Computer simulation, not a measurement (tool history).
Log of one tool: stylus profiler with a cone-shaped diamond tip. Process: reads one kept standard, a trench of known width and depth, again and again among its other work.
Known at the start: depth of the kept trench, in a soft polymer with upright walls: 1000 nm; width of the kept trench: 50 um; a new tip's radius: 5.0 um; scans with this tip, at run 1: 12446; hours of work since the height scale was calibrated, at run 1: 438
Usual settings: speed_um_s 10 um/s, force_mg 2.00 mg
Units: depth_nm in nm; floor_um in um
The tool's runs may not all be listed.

run     day  speed_um_s  force_mg  scans with this tip  hours of work since the height scale was calibrated  depth_nm  floor_um
  1   0.000          10      2.00                12446                                                  438   1006.27     42.89
  2   1.988           5      2.00                12745                                                  471   1006.39     42.91
  3   3.983           5      2.00                13046                                                  505   1005.82     42.86
  4   4.879           5      2.00                13181                                                  520   1005.74     42.87
  5   6.654           5      2.00                13448                                                  550   1005.95     42.80
  6   8.671          10      1.93                13752                                                  584   1005.49     42.76
  7  10.700          10      3.67                14057                                                  618   1009.67     42.76
  8  12.333          10      3.67                14303                                                  645   1009.33     42.65
  9  13.812          10      3.67                14526                                                  670   1009.22     42.78
 10  15.892          10      3.67                14839                                                  705   1008.48     42.73
 11  17.954          10      3.67                15150                                                  740   1007.96     42.69
 12  19.525          10      1.49                15387                                                  767   1003.74     42.64
 13  21.067          10      1.49                15619                                                  793   1003.75     42.62
 14  22.429           6      2.03                15824                                                  816   1005.34     42.64
 15  23.308           3      1.69                15957                                                  831   1004.30     42.66
 16  24.221           3      1.69                16094                                                  846   1004.00     42.68
 17  25.867           2      2.58                16342                                                  874   1005.85     42.62
 18  27.900          24      4.15                16648                                                  908   1009.35     42.48
 19  29.342           2      2.04                16866                                                  932   1004.62     42.57
     30.258  -- height scale calibrated on a step standard
 20  30.379          21      0.93                17018                                                    2   1004.59     42.37
 21  32.429          21      0.93                17327                                                   37   1004.35     42.39
 22  33.933          21      0.93                17554                                                   62   1004.05     42.39
 23  35.362           5      0.74                17769                                                   86   1003.65     42.47
 24  36.354           5      0.74                17919                                                  103   1003.73     42.42
 25  37.725           5      0.74                18125                                                  126   1003.41     42.55

Forecast each of these 4 alternatives for the next run:
  A  39.538          30      0.97                18398                                                  156         ?         ?
  B  39.538           3      1.61                18398                                                  156         ?         ?
  C  39.538           4      1.16                18398                                                  156         ?         ?
  D  39.538          34      4.30                18398                                                  156         ?         ?

run  depth_nm  floor_um
  A   1004.38     42.21
  B   1006.06     42.42
  C   1004.69     42.48
  D   1012.16     42.33
Without the tool's hidden state the same runs would have given:
run  depth_nm  floor_um
  A   1004.83     43.74
  B   1006.51     43.95
  C   1005.14     44.01
  D   1012.61     43.86
